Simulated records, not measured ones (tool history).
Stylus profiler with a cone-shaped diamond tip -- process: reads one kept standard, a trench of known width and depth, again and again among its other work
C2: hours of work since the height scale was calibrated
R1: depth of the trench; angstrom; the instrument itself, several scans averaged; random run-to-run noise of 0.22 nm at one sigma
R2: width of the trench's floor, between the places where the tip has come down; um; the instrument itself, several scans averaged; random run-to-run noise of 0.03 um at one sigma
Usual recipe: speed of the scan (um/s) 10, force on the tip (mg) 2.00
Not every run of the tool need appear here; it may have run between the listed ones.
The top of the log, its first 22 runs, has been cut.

Run 23, hour 895.0: usual settings but speed of the scan (um/s) 11, force on the tip (mg) 4.64; scans with this tip 1295; C2 92. Result: R1 10096.8 angstrom, R2 45.87 um.
Run 24, hour 948.7: usual settings but speed of the scan (um/s) 2, force on the tip (mg) 2.83; scans with this tip 1720; C2 122. Result: R1 10061.5 angstrom, R2 45.75 um.
Run 25, hour 976.1: usual settings but speed of the scan (um/s) 17, force on the tip (mg) 2.94; scans with this tip 1937; C2 138. Result: R1 10066.0 angstrom, R2 45.57 um.
Run 26, hour 1010.4: usual settings but speed of the scan (um/s) 27, force on the tip (mg) 2.32; scans with this tip 2209; C2 157. Result: R1 10058.1 angstrom, R2 45.35 um.
Run 27, hour 1042.6: usual settings but speed of the scan (um/s) 27, force on the tip (mg) 2.32; scans with this tip 2464; C2 175. Result: R1 10058.7 angstrom, R2 45.23 um.
Run 28, hour 1073.7: usual settings but speed of the scan (um/s) 7, force on the tip (mg) 2.59; scans with this tip 2710; C2 192. Result: R1 10064.3 angstrom, R2 45.26 um.
Run 29, hour 1100.6: usual settings but speed of the scan (um/s) 23, force on the tip (mg) 2.59; scans with this tip 2924; C2 208. Result: R1 10063.6 angstrom, R2 45.06 um.
Run 30, hour 1151.2: usual settings but speed of the scan (um/s) 6, force on the tip (mg) 0.98; scans with this tip 3324; C2 236. Result: R1 10031.2 angstrom, R2 44.98 um.
Run 31, hour 1199.4: usual settings but speed of the scan (um/s) 6, force on the tip (mg) 0.98; scans with this tip 3706; C2 263. Result: R1 10026.9 angstrom, R2 44.90 um.
Run 32, hour 1230.8: usual settings but speed of the scan (um/s) 25, force on the tip (mg) 5.96; scans with this tip 3955; C2 281. Result: R1 10112.7 angstrom, R2 44.70 um.
Run 33, hour 1253.3: usual settings but speed of the scan (um/s) 25, force on the tip (mg) 5.96; scans with this tip 4133; C2 293. Result: R1 10114.2 angstrom, R2 44.65 um.
Run 34, hour 1300.0: usual settings but speed of the scan (um/s) 6, force on the tip (mg) 0.99; scans with this tip 4503; C2 320. Result: R1 10031.0 angstrom, R2 44.61 um.
Run 35, hour 1349.4: usual settings but speed of the scan (um/s) 31, force on the tip (mg) 1.31; scans with this tip 4894; C2 347. Result: R1 10036.4 angstrom, R2 44.20 um.

Consider 3 possible next runs. They are alternatives, not a sequence: every one starts from the tool as it was left by run 35. What does each give?
Run A, hour 1381.9: usual settings but speed of the scan (um/s) 4; scans with this tip 5151; C2 366. Result: R1 ?, R2 ?.
Run B, hour 1381.9: usual settings but speed of the scan (um/s) 3, force on the tip (mg) 5.64; scans with this tip 5151; C2 366. Result: R1 ?, R2 ?.
Run C, hour 1381.9: usual settings but speed of the scan (um/s) 31, force on the tip (mg) 0.94; scans with this tip 5151; C2 366. Result: R1 ?, R2 ?.

run       R1     R2
  A  10045.1  44.39
  B  10103.9  44.37
  C  10028.2  44.11
Take away the tool's hidden state, keep each run's random variation, and the runs would have read:
run       R1     R2
  A  10052.0  46.53
  B  10110.9  46.51
  C  10035.2  46.25

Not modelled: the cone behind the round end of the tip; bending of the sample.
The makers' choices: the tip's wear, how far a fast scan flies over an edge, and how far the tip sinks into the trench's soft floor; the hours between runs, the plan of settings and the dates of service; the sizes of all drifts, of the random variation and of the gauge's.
